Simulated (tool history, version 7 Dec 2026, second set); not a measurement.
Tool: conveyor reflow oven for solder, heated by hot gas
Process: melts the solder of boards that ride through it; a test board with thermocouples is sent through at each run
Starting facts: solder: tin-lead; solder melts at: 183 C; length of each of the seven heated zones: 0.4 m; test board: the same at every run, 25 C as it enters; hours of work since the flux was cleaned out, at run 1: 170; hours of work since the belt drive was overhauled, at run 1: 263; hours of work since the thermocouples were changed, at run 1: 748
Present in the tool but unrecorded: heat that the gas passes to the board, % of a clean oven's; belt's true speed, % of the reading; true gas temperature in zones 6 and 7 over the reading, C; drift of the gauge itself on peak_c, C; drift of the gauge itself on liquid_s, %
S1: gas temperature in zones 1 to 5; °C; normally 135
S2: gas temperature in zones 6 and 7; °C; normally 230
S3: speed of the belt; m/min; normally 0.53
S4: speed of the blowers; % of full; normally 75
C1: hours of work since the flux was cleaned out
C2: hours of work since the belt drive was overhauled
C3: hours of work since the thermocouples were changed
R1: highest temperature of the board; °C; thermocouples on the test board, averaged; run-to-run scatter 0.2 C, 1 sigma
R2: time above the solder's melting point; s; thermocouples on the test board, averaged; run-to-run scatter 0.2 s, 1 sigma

run   hour   S1   S2     S3  S4   C1   C2   C3     R1    R2
  1      0  135  230   0.53  75  170  263  748  220.2  70.1
  2     16  135  230   0.53  75  178  271  756  219.8  70.4
  3   26.4  135  230   0.53  75  183  276  761  219.8  69.8
  4   33.4  135  230  0.539  75  186  280  764  219.4  68.4
  5   43.8  135  230  0.539  75  191  285  769  219.3  68.3
  6   51.7  135  230  0.539  75  195  289  773  219.2  68.4
  7   66.3  140  230  0.539  75  203  296  780    220  71.1
  8   75.3  140  230  0.539  75  207  301  785  219.9    71
  9   83.8  140  230  0.539  75  211  305  789  219.8  70.9
 10  100.8  140  230  0.539  75  220  313  797  220.2  71.2
 11  112.2  140  230  0.539  75  225  319  803  219.8  70.6
 12  128.2  140  230  0.473  75  233  327  811  223.5    85
     139.5  -- flux residue cleaned out of gas plates and filters
 13  149.5  120  230   0.53  75    5  335  819  219.2  64.7
 14  162.9  135  230   0.53  75   12  341  826  221.4  71.7
 15  170.2  135  230   0.53  75   15  345  829  220.8  71.8
 16  185.5  145  230   0.53  75   23  353  837  222.6  76.8
 17  199.7  126  232   0.53  75   30  360  844    222  68.7
 18  215.1  129  230   0.53  90   37  367  851  222.8  71.3
 19  225.1  129  225  0.447  90   42  372  856    222  85.5
 20  239.7  127  231  0.555  77   50  379  864  220.2  64.4
 21  255.4  128  239  0.586  75   57  387  871  224.8  64.2
 22  268.4  128  239  0.586  69   64  394  878  223.7    63
 23  280.3  148  245  0.586  69   70  399  884  232.1  75.7
 24  293.2  135  243   0.53  78   76  406  890  233.7  79.5
 25  303.2  135  243  0.477  59   81  411  895  232.8  87.6
 26  315.2  143  224   0.53  75   87  417  901  216.7  70.8
 27  326.4  139  224   0.53  79   92  422  906  216.9  69.7
 28  337.4  139  224   0.53  79   98  428  912  216.5  69.8
 29    350  139  224   0.53  79  104  434  918  216.8  69.6
 30  357.8  134  243   0.53  75  108  438  922  232.5  79.2
 31  374.5  134  243   0.53  75  116  446  930  232.5  78.6
 32  383.1  134  243   0.53  75  120  450  934  232.9  79.2

Consider 3 possible next runs. They are alternatives, not a sequence: every one starts from the tool as it was left by run 32. What does each give?
  A  392.3  134  243  0.598  75  125  455  939   ?   ?
  B  392.3  127  241   0.53  75  125  455  939   ?   ?
  C  392.3  139  240  0.456  75  125  455  939   ?   ?

run     R1    R2
  A  228.4    67
  B  230.1  74.8
  C  234.2  94.9
Take away the tool's hidden state, keep each run's random variation, and the runs would have read:
run     R1    R2
  A  226.2  65.2
  B  227.7  72.8
  C  231.4  92.7

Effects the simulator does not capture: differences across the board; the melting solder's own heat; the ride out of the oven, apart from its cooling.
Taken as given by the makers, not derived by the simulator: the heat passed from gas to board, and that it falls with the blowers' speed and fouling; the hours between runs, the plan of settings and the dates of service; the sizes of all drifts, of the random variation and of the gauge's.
